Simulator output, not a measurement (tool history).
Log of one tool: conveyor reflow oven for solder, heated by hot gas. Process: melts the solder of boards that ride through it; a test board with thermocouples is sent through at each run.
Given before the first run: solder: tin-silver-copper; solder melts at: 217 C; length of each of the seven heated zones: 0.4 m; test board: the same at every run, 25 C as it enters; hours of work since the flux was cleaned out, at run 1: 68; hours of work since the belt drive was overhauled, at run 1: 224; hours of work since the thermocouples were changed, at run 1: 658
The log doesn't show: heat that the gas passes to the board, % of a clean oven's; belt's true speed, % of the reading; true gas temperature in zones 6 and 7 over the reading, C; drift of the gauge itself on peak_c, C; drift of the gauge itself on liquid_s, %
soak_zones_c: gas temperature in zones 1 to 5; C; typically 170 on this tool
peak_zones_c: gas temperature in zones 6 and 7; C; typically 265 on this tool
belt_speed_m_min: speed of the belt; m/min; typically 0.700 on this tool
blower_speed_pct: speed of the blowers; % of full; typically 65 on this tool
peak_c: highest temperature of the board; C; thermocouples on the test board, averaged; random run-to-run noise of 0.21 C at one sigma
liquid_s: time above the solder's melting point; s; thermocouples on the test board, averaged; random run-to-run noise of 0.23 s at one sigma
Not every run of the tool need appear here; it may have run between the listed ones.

run,hour,soak_zones_c,peak_zones_c,belt_speed_m_min,blower_speed_pct,hours of work since the flux was cleaned out,hours of work since the belt drive was overhauled,hours of work since the thermocouples were changed,peak_c,liquid_s
1,0.0,170,265,0.700,65,68,224,658,244.8,42.9
2,67.8,170,265,0.700,65,120,277,711,244.6,42.8
3,134.1,170,265,0.588,65,172,329,763,251.0,58.2
4,195.1,170,265,0.571,65,220,377,811,251.6,61.1
5,244.5,170,265,0.571,65,258,415,849,251.4,61.0
6,304.7,170,265,0.571,65,305,462,896,251.4,61.5
7,360.1,170,265,0.571,65,348,505,939,251.2,61.5
# hour 438.8: thermocouples of zones 6 and 7 changed
8,441.0,170,265,0.571,65,410,567,2,248.6,58.9
# hour 469.8: flux residue cleaned out of gas plates and filters
9,511.8,170,265,0.571,65,33,618,53,249.6,60.4
10,597.5,170,265,0.700,65,100,685,120,243.1,41.6
11,651.1,170,265,0.570,65,141,727,162,249.8,59.9
12,730.0,170,265,0.700,65,203,788,223,242.6,41.1
13,778.8,159,265,0.700,65,241,826,261,240.0,35.4
# hour 789.7: belt drive overhauled, speed set with a stopwatch
14,828.8,159,265,0.700,65,277,30,297,239.8,35.9
15,889.1,159,265,0.700,65,324,78,344,239.5,35.4
16,941.9,159,265,0.700,65,365,119,385,239.2,35.2
17,984.5,162,261,0.700,68,398,152,419,238.1,34.4
# hour 1029.5: flux residue cleaned out of gas plates and filters
18,1032.1,162,261,0.700,68,2,185,452,240.7,38.1
19,1118.3,162,260,0.615,68,69,252,519,243.9,48.3
20,1166.3,162,260,0.615,68,107,290,556,244.0,48.6
21,1223.5,162,260,0.615,68,151,334,601,244.4,48.1
# hour 1232.4: belt drive overhauled, speed set with a stopwatch, once more
22,1295.4,162,260,0.615,68,204,49,654,243.1,46.2
23,1364.4,162,260,0.615,68,258,103,708,243.1,46.2
24,1417.0,162,269,0.615,68,299,144,749,250.6,52.8
25,1480.4,162,265,0.812,65,349,193,798,233.8,24.6
26,1559.6,182,262,0.700,65,410,255,860,243.8,45.3
# hour 1590.4: flux residue cleaned out of gas plates and filters
27,1606.1,182,260,0.700,55,12,288,892,241.2,43.3

Run 28 comes next. What will it give?
28,1679.3,185,265,0.700,65,69,345,949,?,?

{"run 28": {"peak_c": 248.8, "liquid_s": 51.5}}
With no hidden state in the tool, this same run would have given peak_c 246.7 C, liquid_s 49.9 s.
